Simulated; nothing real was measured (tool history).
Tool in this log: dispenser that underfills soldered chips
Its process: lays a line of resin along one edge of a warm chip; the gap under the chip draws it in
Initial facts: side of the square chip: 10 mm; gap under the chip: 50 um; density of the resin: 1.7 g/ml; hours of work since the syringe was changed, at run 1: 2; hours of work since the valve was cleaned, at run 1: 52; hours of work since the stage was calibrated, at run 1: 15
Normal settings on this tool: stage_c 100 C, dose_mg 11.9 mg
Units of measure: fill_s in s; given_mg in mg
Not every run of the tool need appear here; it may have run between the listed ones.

run    day  stage_c  dose_mg  hours of work since the syringe was changed  hours of work since the valve was cleaned  hours of work since the stage was calibrated  fill_s  given_mg
  1      0      100     11.9                                            2                                         52                                            15     138     11.49
  2  0.117      100     11.9                                            4                                         54                                            17   155.4     11.46
  3   0.35      100     12.5                                            7                                         57                                            21   189.4     12.14
  4  0.575      100     12.5                                           10                                         60                                            24   236.8     12.06
     0.667  -- new syringe of resin
  5  0.721      100     15.1                                            1                                         62                                            26   126.7     14.59
  6  0.892       91     11.9                                            3                                         65                                            29   233.4     11.41
  7      1       91     11.9                                            5                                         67                                            30   255.3     11.36
  8  1.167       91     13.6                                            7                                         69                                            33   290.1        13
  9  1.296      112     11.9                                            9                                         71                                            35   139.1     11.44
     1.479  -- new syringe of resin
 10  1.546      112     11.9                                            1                                         75                                            38    82.4     11.49
 11  1.762      112     11.9                                            4                                         78                                            41   102.6     11.33
 12      2      112     11.9                                            8                                         81                                            45   125.4      11.3
 13  2.138      112     11.9                                           10                                         83                                            47   141.5     11.36
     2.279  -- new syringe of resin
 14  2.304      112     11.9                                            0                                         86                                            49    78.6     11.29
 15  2.421      100     11.9                                            2                                         87                                            51   144.2     11.37
 16  2.588      100     11.9                                            5                                         90                                            53   165.8      11.3
 17  2.808      100     11.6                                            8                                         93                                            57   209.2     11.06
 18  3.038      100     11.6                                           11                                         97                                            60   252.9     10.98
     3.079  -- new syringe of resin
 19  3.267      100     11.6                                            3                                        100                                            63   155.5     10.92
 20  3.425      100     11.6                                            5                                        102                                            66     179     10.86
 21    3.6      104     13.6                                            8                                        105                                            68   173.5      12.8
 22  3.771      113     14.2                                           10                                        107                                            71     139     13.28
     3.883  -- new syringe of resin
 23  3.962      113     14.2                                            1                                        110                                            74    77.4     13.33
 24  4.079       93     14.6                                            3                                        112                                            75   199.3     13.78
 25  4.212       93     14.6                                            5                                        114                                            77   224.1     13.77
 26  4.429      113       12                                            8                                        117                                            81   121.4     11.27
     4.588  -- dispensing valve cleaned and set on the balance
 27  4.621      104     13.7                                           10                                          0                                            83   196.7     13.71
     4.725  -- new syringe of resin
 28  4.754      104     13.7                                            0                                          2                                            85   105.5      13.6
 29  4.958      105     10.1                                            3                                          5                                            88   130.7     10.13
 30  5.146      105     10.1                                            6                                          8                                            90   156.1     10.07
 31  5.329      107     14.5                                            9                                         11                                            93   160.8     14.36
     5.521  -- new syringe of resin
 32  5.529       93     13.4                                            0                                         14                                            96   168.6     13.33
 33  5.754      101       15                                            4                                         17                                            99   143.5     14.82
 34  5.854      115     12.5                                            5                                         19                                           101    92.7     12.34
 35      6      103     15.1                                            7                                         21                                           103   162.8     15.04
 36  6.175      107     11.9                                           10                                         23                                           106   172.9     11.86
 37  6.288      115     11.9                                           11                                         25                                           107   137.8     11.72

Here are 3 independent what-if runs from the current tool condition. What would each one return?
     6.321  -- new syringe of resin
  A  6.525      115     10.4                                            3                                         28                                           111       ?         ?
     6.321  -- new syringe of resin
  B  6.525      115     13.8                                            3                                         28                                           111       ?         ?
     6.321  -- new syringe of resin
  C  6.525      115     10.5                                            3                                         28                                           111       ?         ?

run  fill_s  given_mg
  A    87.8     10.19
  B    81.8     13.58
  C    87.2     10.47
Without the tool's unlogged condition, the same runs would have read:
run  fill_s  given_mg
  A    68.8     10.34
  B    64.2     13.77
  C    68.3     10.62

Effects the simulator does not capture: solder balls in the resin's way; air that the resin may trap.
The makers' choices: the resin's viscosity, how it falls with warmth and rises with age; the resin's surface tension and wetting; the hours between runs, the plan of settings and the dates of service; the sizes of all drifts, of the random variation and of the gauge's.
